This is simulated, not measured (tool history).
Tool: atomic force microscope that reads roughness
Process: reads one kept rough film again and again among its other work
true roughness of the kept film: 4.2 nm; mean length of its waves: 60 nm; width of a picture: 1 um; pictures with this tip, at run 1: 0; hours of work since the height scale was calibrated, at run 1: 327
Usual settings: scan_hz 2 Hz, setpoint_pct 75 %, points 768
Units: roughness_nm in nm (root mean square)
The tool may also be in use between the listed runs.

run   hour  scan_hz  setpoint_pct  points  pictures with this tip  hours of work since the height scale was calibrated  roughness_nm
  1      0        2            75     768                       0                                                  327         3.844
  2   27.7        2            75     768                      27                                                  342         3.787
  3   57.1        2            75     768                      56                                                  358         3.777
  4   82.4        2            75     768                      81                                                  372         3.749
  5    102        2            75     768                     100                                                  383         3.737
  6  116.9     1.12            75     768                     115                                                  391         3.838
  7  133.3     1.12            75     768                     131                                                  400          3.84
  8    149     1.12            75     768                     146                                                  409         3.841
  9  163.3     1.12            75     768                     160                                                  417         3.833
     165.6  -- height scale calibrated on a step standard
 10  193.5     1.12            75     768                     188                                                   15         3.804
 11  207.8        2            79     768                     202                                                   23         3.633
 12  229.4        2            61     768                     223                                                   35         3.822
 13  253.7     1.59            75     777                     247                                                   49         3.689
 14  281.9        3            87     760                     275                                                   64         3.276
 15    304     0.95            75     584                     296                                                   77         3.751
 16  323.5     0.95            75     584                     315                                                   87         3.732
 17  337.8     1.22            75     584                     329                                                   95         3.718
     348.6  -- height scale calibrated on a step standard, once more
 18  351.8     3.35            76     570                     342                                                    2         3.445
     373.5  -- new tip fitted
 19    377     0.62            76     537                       4                                                   15         4.001
 20  398.1     3.93            75     482                      24                                                   27         3.566
 21  426.3     0.53            75     278                      52                                                   43         3.975
 22  447.8     0.53            75     278                      73                                                   55         3.935
 23  468.3     1.28            65     747                      93                                                   66         3.946
 24  496.2     1.05            75     326                     120                                                   81         3.887

Forecast each of these 3 alternatives for the next run:
  A  522.6      0.9            79     412                     146                                                   96             ?
  B  522.6      0.8            58     768                     146                                                   96             ?
  C  522.6      1.4            65     475                     146                                                   96             ?

run  roughness_nm
  A          3.83
  B         3.974
  C         3.874
Without the tool's hidden state the same runs would have given:
run  roughness_nm
  A         3.938
  B         4.086
  C         3.983
